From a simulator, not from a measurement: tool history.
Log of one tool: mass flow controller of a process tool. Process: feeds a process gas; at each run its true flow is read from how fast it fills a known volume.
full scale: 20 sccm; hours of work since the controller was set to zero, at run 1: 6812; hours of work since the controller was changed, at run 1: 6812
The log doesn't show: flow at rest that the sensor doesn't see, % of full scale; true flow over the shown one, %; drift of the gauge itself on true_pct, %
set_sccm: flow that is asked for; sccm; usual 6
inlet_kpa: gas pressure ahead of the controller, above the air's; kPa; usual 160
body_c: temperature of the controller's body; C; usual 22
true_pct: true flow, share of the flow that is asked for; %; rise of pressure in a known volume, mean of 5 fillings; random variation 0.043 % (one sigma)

run,day,set_sccm,inlet_kpa,body_c,hours of work since the controller was set to zero,hours of work since the controller was changed,true_pct
1,0.000,6,160,22,6812,6812,97.83
2,18.783,6,160,22,7043,7043,97.92
3,34.738,6,160,22,7239,7239,97.92
4,46.271,6,160,22,7381,7381,97.94
5,58.583,6,160,33,7532,7532,98.38
6,78.525,6,160,33,7778,7778,98.39
7,91.079,6,160,33,7932,7932,98.43
# day 105.204: controller exchanged for a calibrated one
8,105.621,6,160,33,5,5,98.05
9,118.496,6,160,33,163,163,98.08
10,129.542,5,160,22,299,299,97.47
11,147.967,5,160,22,526,526,97.49
12,160.438,6,180,22,679,679,97.81
13,174.150,6,171,22,848,848,97.67
14,194.983,6,202,22,1104,1104,97.96
15,218.258,6,202,22,1390,1390,97.98
16,230.058,6,202,22,1536,1536,98.00
17,252.129,6,202,22,1807,1807,98.03
18,264.575,6,160,22,1960,1960,97.71
19,276.988,6,160,22,2113,2113,97.80
20,291.125,6,160,22,2287,2287,97.79
21,309.383,3,160,30,2511,2511,97.12
22,329.196,3,244,30,2755,2755,97.77
23,349.671,4,174,29,3007,3007,97.60
24,368.079,6,257,26,3233,3233,98.74
25,379.946,6,212,22,3379,3379,98.27
26,396.438,6,204,22,3582,3582,98.12
27,406.279,6,204,25,3703,3703,98.33
28,415.971,16,248,24,3822,3822,100.53
29,431.162,16,148,35,4009,4009,100.31
30,451.904,16,148,35,4264,4264,100.39
31,467.075,16,148,35,4451,4451,100.32
32,482.204,16,148,35,4637,4637,100.36
33,498.325,19,207,28,4835,4835,101.08
34,508.512,19,207,28,4960,4960,101.00
35,526.225,6,153,25,5178,5178,97.97
36,540.950,3,165,33,5359,5359,96.98
37,557.888,3,165,33,5568,5568,97.02
38,578.525,3,165,33,5822,5822,96.91
39,596.871,3,165,33,6047,6047,96.78
40,610.346,6,202,30,6213,6213,98.63

Forecast each of these 5 alternatives for the next run:
A,620.192,5,236,32,6334,6334,?
B,620.192,15,260,22,6334,6334,?
C,620.192,18,210,25,6334,6334,?
D,620.192,4,202,25,6334,6334,?
E,620.192,17,169,35,6334,6334,?

run,true_pct
A,98.60
B,100.76
C,101.05
D,97.57
E,101.05
Without the tool's hidden state the same runs would have given:
run,true_pct
A,98.42
B,99.57
C,99.77
D,97.77
E,99.79

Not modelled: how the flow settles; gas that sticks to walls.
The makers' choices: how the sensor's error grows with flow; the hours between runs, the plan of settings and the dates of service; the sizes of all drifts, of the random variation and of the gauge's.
